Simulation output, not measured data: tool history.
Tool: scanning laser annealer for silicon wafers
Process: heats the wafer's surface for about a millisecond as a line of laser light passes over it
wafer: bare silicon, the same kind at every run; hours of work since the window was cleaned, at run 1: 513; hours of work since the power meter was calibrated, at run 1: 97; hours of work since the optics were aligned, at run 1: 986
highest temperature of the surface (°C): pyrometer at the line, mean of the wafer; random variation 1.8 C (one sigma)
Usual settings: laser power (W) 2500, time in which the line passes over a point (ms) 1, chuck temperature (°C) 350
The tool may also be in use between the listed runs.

run   hour  laser power (W)  time in which the line passes over a point (ms)  chuck temperature (°C)  hours of work since the window was cleaned  hours of work since the power meter was calibrated  hours of work since the optics were aligned  highest temperature of the surface (°C)
  1      0             2500                                                1                     350                                         513                                                  97                                          986                                     1038
  2    9.1             2500                                                1                     350                                         519                                                 103                                          991                                     1034
  3   22.8             2448                                                1                     350                                         527                                                 111                                         1000                                     1022
  4   33.1             2448                                                1                     350                                         534                                                 118                                         1007                                     1023
  5   42.8             2448                                                1                     314                                         540                                                 124                                         1013                                      986
  6   63.2             2429                                                1                     314                                         553                                                 137                                         1026                                      981
  7   77.1             2429                                                1                     314                                         562                                                 146                                         1034                                      979
      87.3  -- window over the wafer cleaned
  8   95.2             2429                                                1                     314                                           5                                                 156                                         1045                                      994
  9    114             2429                                                1                     314                                          17                                                 168                                         1056                                      990
 10  125.6             2500                                                1                     350                                          24                                                 175                                         1064                                     1043
 11    139             2500                                                1                     350                                          33                                                 183                                         1072                                     1045
 12  152.4             2500                                             1.13                     350                                          41                                                 192                                         1081                                     1094
 13    170             2500                                             1.13                     350                                          52                                                 203                                         1092                                     1097
 14  182.1             2500                                             1.13                     350                                          60                                                 211                                         1099                                     1096
 15  192.4             2500                                             1.13                     350                                          66                                                 217                                         1106                                     1094
 16  212.2             2500                                             1.13                     350                                          79                                                 230                                         1118                                     1092
 17  222.5             2500                                             1.13                     350                                          86                                                 236                                         1125                                     1094
 18  243.5             2500                                             1.13                     350                                          99                                                 250                                         1138                                     1094
 19  255.8             2500                                                1                     350                                         107                                                 257                                         1146                                     1042
 20  271.7             2500                                                1                     350                                         117                                                 267                                         1156                                     1041
 21  288.4             2500                                                1                     350                                         127                                                 278                                         1167                                     1043
 22  302.4             2500                                                1                     350                                         136                                                 287                                         1175                                     1041
     308.5  -- optics aligned, line set to its width
 23    322             2600                                              0.8                     350                                         145                                                 296                                            9                                      974
 24  331.4             2662                                             0.97                     350                                         151                                                 302                                           14                                     1067
     348.5  -- optics aligned, line set to its width, once more
 25  356.9             2500                                             0.92                     334                                         164                                                 315                                            5                                      997
 26  374.2             2529                                             0.82                     352                                         175                                                 326                                           16                                      978
 27  390.1             2529                                             0.82                     352                                         185                                                 336                                           26                                      979
 28  405.3             2529                                             0.82                     352                                         195                                                 346                                           36                                      977
 29  421.4             2529                                             0.82                     352                                         205                                                 356                                           46                                      980
 30  437.9             2334                                             1.07                     313                                         215                                                 366                                           57                                      993
 31  451.1             2505                                             0.76                     360                                         224                                                 374                                           65                                      955
 32  466.5             2505                                             0.76                     360                                         233                                                 384                                           75                                      953
 33  481.8             2741                                                1                     329                                         243                                                 394                                           84                                     1089
 34  496.3             2500                                             1.25                     345                                         252                                                 403                                           93                                     1136
 35  514.7             2500                                             1.25                     345                                         264                                                 415                                          105                                     1138
 36  531.6             2470                                             1.03                     366                                         275                                                 425                                          116                                     1065
 37  543.5             2177                                             0.95                     359                                         282                                                 433                                          123                                      947
 38  555.4             2538                                             0.84                     361                                         290                                                 440                                          131                                     1000
 39  565.1             2238                                             0.98                     319                                         296                                                 447                                          137                                      938
 40  583.8             2386                                             0.75                     345                                         308                                                 458                                          149                                      907
 41    602             2500                                             0.82                     314                                         319                                                 470                                          160                                      931

Forecast each of these 3 alternatives for the next run:
  A  616.5             2292                                             0.72                     356                                         328                                                 479                                          169                                        ?
  B  616.5             2499                                             0.97                     321                                         328                                                 479                                          169                                        ?
  C  616.5             2500                                             1.04                     334                                         328                                                 479                                          169                                        ?

run  highest temperature of the surface (°C)
  A                                      880
  B                                     1001
  C                                     1041
Without the tool's hidden state the same runs would have given:
run  highest temperature of the surface (°C)
  A                                      890
  B                                     1014
  C                                     1054
